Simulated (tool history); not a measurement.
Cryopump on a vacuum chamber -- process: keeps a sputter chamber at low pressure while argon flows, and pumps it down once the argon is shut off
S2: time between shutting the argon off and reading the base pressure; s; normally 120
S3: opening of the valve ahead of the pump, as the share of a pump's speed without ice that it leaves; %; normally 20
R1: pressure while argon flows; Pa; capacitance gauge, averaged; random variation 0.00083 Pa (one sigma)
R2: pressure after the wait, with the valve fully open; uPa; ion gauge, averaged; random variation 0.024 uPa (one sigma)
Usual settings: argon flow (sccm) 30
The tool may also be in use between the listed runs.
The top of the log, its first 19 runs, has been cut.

run 20 hour=266.4 | argon_flow_(sccm)=17 S2=129 S3=25 | R1=0.0746 R2=1.29
run 21 hour=283.0 | argon_flow_(sccm)=58 S2=120 S3=49 | R1=0.1319 R2=1.32
run 22 hour=297.3 | argon_flow_(sccm)=57 S2=240 S3=19 | R1=0.3304 R2=1.03
run 23 hour=313.0 | argon_flow_(sccm)=30 S2=56 S3=22 | R1=0.1501 R2=2.18
run 24 hour=323.6 | argon_flow_(sccm)=30 S2=153 S3=22 | R1=0.1520 R2=1.30
run 25 hour=334.0 | argon_flow_(sccm)=24 S2=33 S3=20 | R1=0.1325 R2=3.16
run 26 hour=352.6 | argon_flow_(sccm)=24 S2=33 S3=20 | R1=0.1338 R2=3.13
run 27 hour=366.1 | argon_flow_(sccm)=29 S2=60 S3=26 | R1=0.1254 R2=2.05
run 28 hour=374.5 | argon_flow_(sccm)=30 S2=193 S3=51 | R1=0.0663 R2=1.13
run 29 hour=388.9 | argon_flow_(sccm)=16 S2=22 S3=34 | R1=0.0528 R2=4.42
run 30 hour=408.6 | argon_flow_(sccm)=32 S2=68 S3=36 | R1=0.1017 R2=1.98
run 31 hour=419.4 | argon_flow_(sccm)=32 S2=68 S3=36 | R1=0.1018 R2=1.93
run 32 hour=429.3 | argon_flow_(sccm)=32 S2=68 S3=36 | R1=0.1005 R2=1.96
run 33 hour=446.8 | argon_flow_(sccm)=32 S2=68 S3=36 | R1=0.1027 R2=1.99
run 34 hour=456.9 | argon_flow_(sccm)=32 S2=149 S3=23 | R1=0.1582 R2=1.28

What if the next run were any one of these 3? Each begins from the tool's condition after run 34:
run A hour=475.2 | argon_flow_(sccm)=30 S2=205 S3=42 | R1=? R2=?
run B hour=475.2 | argon_flow_(sccm)=32 S2=70 S3=23 | R1=? R2=?
run C hour=475.2 | argon_flow_(sccm)=30 S2=245 S3=39 | R1=? R2=?

run=A R1=0.0836 R2=1.16
run=B R1=0.1568 R2=1.98
run=C R1=0.0896 R2=1.12
With the hidden condition removed and each run's random variation left untouched, the same runs would have given:
run=A R1=0.0792 R2=0.56
run=B R1=0.1520 R2=1.37
run=C R1=0.0852 R2=0.53
